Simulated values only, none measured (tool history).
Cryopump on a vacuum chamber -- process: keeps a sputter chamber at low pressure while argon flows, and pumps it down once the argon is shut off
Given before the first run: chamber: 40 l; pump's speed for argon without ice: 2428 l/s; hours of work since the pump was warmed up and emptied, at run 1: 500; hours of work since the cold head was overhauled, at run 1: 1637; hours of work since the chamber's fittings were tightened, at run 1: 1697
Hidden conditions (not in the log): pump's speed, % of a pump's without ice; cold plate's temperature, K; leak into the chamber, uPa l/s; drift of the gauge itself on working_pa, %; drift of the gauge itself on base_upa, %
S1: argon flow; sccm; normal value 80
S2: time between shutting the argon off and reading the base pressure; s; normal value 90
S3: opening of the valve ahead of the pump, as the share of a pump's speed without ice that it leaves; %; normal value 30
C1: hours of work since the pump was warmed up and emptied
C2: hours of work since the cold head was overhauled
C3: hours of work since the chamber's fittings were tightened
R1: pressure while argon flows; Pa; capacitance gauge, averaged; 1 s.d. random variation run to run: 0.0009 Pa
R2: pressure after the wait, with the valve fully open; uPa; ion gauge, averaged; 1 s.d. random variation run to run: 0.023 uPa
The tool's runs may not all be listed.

run   hour   S1   S2  S3   C1    C2    C3      R1    R2
  1    0.0   80   90  30  500  1637  1697  0.2013  1.77
  2   67.5   80   90  48  536  1673  1733  0.1334  1.79
     118.4  -- pump warmed up, emptied and cooled again
  3  133.0   80   90  48    8  1706  1765  0.1174  1.50
  4  185.7   80   72  48   36  1734  1793  0.1170  1.65
  5  230.2   80   90  31   60  1757  1817  0.1820  1.58
  6  313.9   80   90  31  104  1802  1861  0.1826  1.59
  7  371.9  107  148  26  135  1833  1892  0.2926  1.44
  8  444.0   80   89  40  173  1871  1931  0.1429  1.73
  9  495.1   80   89  40  200  1898  1958  0.1446  1.75
 10  546.3   32  124  30  228  1925  1985  0.0764  1.57
 11  619.2   32  124  30  267  1964  2024  0.0777  1.66

Forecast each of these 3 alternatives for the next run:
  A  663.0   95   90  31  290  1988  2047   ?   ?
  B  663.0  139   90  30  290  1988  2047   ?   ?
  C  663.0   46  240  59  290  1988  2047   ?   ?

run      R1    R2
  A  0.2236  1.87
  B  0.3393  1.86
  C  0.0588  1.44
Without the tool's hidden state the same runs would have given:
run      R1    R2
  A  0.2132  0.71
  B  0.3240  0.69
  C  0.0538  0.33
